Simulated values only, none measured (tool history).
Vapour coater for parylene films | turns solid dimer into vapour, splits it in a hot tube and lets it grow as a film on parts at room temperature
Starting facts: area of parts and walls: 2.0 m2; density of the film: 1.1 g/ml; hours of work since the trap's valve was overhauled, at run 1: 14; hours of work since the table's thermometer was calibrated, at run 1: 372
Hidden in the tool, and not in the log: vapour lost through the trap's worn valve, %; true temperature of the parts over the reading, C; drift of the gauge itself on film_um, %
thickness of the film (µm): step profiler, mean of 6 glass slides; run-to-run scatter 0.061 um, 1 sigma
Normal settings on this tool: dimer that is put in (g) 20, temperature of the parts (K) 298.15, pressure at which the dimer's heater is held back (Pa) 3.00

run,hour,dimer that is put in (g),temperature of the parts (K),pressure at which the dimer's heater is held back (Pa),hours of work since the trap's valve was overhauled,hours of work since the table's thermometer was calibrated,thickness of the film (µm)
1,0.0,20,298.15,3.00,14,372,7.10
2,13.2,20,298.15,3.00,19,378,7.09
3,34.1,20,298.15,3.00,28,387,7.14
4,47.9,20,298.15,3.00,34,393,6.99
5,62.1,20,298.15,3.00,41,399,7.05
6,74.0,20,298.15,3.00,46,405,7.23
7,95.4,20,298.15,3.00,55,414,7.01
8,113.3,20,298.15,3.00,63,422,6.94
9,139.0,20,298.15,3.00,74,433,6.94
10,164.8,20,298.15,9.66,85,444,5.87
11,187.2,20,298.15,8.21,95,454,5.99
12,201.8,20,298.15,3.00,102,460,6.93
13,226.7,20,298.15,3.00,113,471,6.85
14,244.5,20,298.15,3.00,120,479,6.88
15,261.5,13,298.15,6.66,128,486,3.99
16,281.7,13,298.15,6.66,137,495,3.98
17,303.3,27,299.15,3.00,146,505,8.99
18,313.8,27,299.15,3.00,150,509,8.90
19,327.7,19,295.15,3.00,157,515,7.32
20,345.0,14,297.15,4.78,164,523,4.65
21,361.8,22,299.15,7.21,171,530,6.22
22,381.9,15,298.15,3.00,180,539,5.06
23,402.7,34,292.15,9.42,189,548,12.20
24,419.3,34,292.15,9.42,197,555,11.93
25,431.5,34,292.15,9.42,202,561,11.94
26,445.5,34,291.15,5.54,208,567,13.76

Hidden state or all else? Some run-to-run changes of thickness of the film (µm), split into what the settings, what came in and random variation would give without the hidden state, and what is left for the hidden state (with any gauge scatter that isn't in both results):
Run 16 -> 17: dimer that is put in (g) 13 -> 27, temperature of the parts (K) 298.15 -> 299.15, pressure at which the dimer's heater is held back (Pa) 6.66 -> 3.00. thickness of the film (µm) +5.01: hidden state -0.26, all else +5.27.
Run 22 -> 23: dimer that is put in (g) 15 -> 34, temperature of the parts (K) 298.15 -> 292.15, pressure at which the dimer's heater is held back (Pa) 3.00 -> 9.42. thickness of the film (µm) +7.14: hidden state -0.47, all else +7.61.
